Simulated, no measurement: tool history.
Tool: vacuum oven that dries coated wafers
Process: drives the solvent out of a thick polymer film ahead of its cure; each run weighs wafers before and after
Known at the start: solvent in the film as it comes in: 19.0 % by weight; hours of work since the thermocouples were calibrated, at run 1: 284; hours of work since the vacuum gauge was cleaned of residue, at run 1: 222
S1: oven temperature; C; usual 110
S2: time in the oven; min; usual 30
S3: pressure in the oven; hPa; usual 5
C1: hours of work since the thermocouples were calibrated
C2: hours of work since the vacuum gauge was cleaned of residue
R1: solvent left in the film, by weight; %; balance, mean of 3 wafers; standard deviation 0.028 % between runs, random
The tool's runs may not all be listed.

run,day,S1,S2,S3,C1,C2,R1
1,0,110,30,5,284,222,2.2
2,0.475,110,30,5,290,228,2.18
3,1.117,110,25,5,298,236,2.95
4,1.521,110,25,5,303,241,2.95
5,1.888,110,22,5,308,246,3.61
6,2.45,110,22,5,315,253,3.56
7,2.921,110,22,5,321,259,3.56
8,3.458,112,22,5,328,265,3.04
9,3.771,112,49,5,331,269,0.7
10,4.429,110,49,5,340,278,0.88
11,4.896,109,49,5,346,283,0.9
12,5.625,123,30,5,355,293,0.54
13,6.204,123,30,5,362,300,0.53
14,6.917,123,30,5,371,309,0.56
15,7.392,123,30,5,377,315,0.51
# day 7.529: oven's thermocouples calibrated
16,7.779,110,30,4.74,3,319,2.08
17,8.221,110,30,4.74,9,324,2.17
18,8.796,110,30,4.74,16,331,2.11
19,9.333,110,21,3.62,23,338,3.68
20,9.808,122,15,19.07,29,344,3.07
# day 10.483: oven's thermocouples calibrated, once more
21,10.483,110,30,14.07,0,352,2.79
22,10.958,118,26,5.6,6,358,1.36
23,11.683,111,18,9.03,15,367,4.65
24,12.154,111,18,9.03,21,373,4.6
25,12.471,111,18,9.03,25,377,4.61
26,12.946,110,33,4.15,31,383,1.8
27,13.492,110,33,4.15,38,390,1.77
28,14.112,110,32,7.76,46,397,2.17
29,14.75,110,32,3.47,54,405,1.87
30,15.05,119,45,10.68,57,409,0.7
31,15.375,95,45,5.38,62,413,4.09
32,15.775,124,38,15.69,67,418,0.83
33,16.433,115,33,15.25,75,427,1.65
34,16.871,115,36,12.22,80,432,1.33
35,17.429,98,41,12.36,87,439,4.35
36,18.167,95,49,11.62,97,448,4.28

Branching from run 36: 4 alternative next runs. What would each branch give?
A,18.625,110,17,13.9,102,454,?
B,18.625,123,30,2.78,102,454,?
C,18.625,95,16,10.36,102,454,?
D,18.625,111,17,5,102,454,?

run,R1
A,5.36
B,0.42
C,9.77
D,4.65
The same runs, with their run-to-run variation unchanged, on a tool lacking any hidden condition would have given:
run,R1
A,5.35
B,0.4
C,9.75
D,4.64

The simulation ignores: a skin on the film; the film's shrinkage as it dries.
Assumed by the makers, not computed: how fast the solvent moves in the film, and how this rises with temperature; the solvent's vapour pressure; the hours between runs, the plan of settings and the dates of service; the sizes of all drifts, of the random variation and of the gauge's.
